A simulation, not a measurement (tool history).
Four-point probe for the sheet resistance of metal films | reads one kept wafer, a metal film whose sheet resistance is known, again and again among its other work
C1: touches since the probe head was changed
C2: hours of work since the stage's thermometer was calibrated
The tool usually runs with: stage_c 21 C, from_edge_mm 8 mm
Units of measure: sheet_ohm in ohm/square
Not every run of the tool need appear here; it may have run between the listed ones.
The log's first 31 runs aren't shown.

run 32 hour=1576.0 | stage_c=28 from_edge_mm=6 | C1=57851 C2=426 | sheet_ohm=0.760257
run 33 hour=1607.8 | stage_c=28 from_edge_mm=6 | C1=58402 C2=444 | sheet_ohm=0.759888
run 34 hour=1677.3 | stage_c=21 from_edge_mm=9 | C1=59612 C2=483 | sheet_ohm=0.748206
run 35 hour=1731.7 | stage_c=26 from_edge_mm=16 | C1=60558 C2=514 | sheet_ohm=0.744327
run 36 hour=1780.0 | stage_c=26 from_edge_mm=16 | C1=61397 C2=541 | sheet_ohm=0.744540
run 37 hour=1817.2 | stage_c=22 from_edge_mm=32 | C1=62045 C2=563 | sheet_ohm=0.741320
run 38 hour=1885.9 | stage_c=20 from_edge_mm=33 | C1=63239 C2=602 | sheet_ohm=0.740825
run 39 hour=1917.8 | stage_c=25 from_edge_mm=11 | C1=63793 C2=620 | sheet_ohm=0.746945
run 40 hour=1948.6 | stage_c=18 from_edge_mm=8 | C1=64330 C2=637 | sheet_ohm=0.749170
run 41 hour=2011.8 | stage_c=22 from_edge_mm=17 | C1=65428 C2=673 | sheet_ohm=0.742963
run 42 hour=2060.7 | stage_c=20 from_edge_mm=4 | C1=66278 C2=701 | sheet_ohm=0.778102

The next listed run, before its measurement:
run 43 hour=2130.6 | stage_c=23 from_edge_mm=24 | C1=67494 C2=741 | sheet_ohm=?

Run 43 gave sheet_ohm 0.742162 ohm/square.
If the tool had no hidden condition, the same run with the same run-to-run variation would have returned sheet_ohm 0.736838 ohm/square.
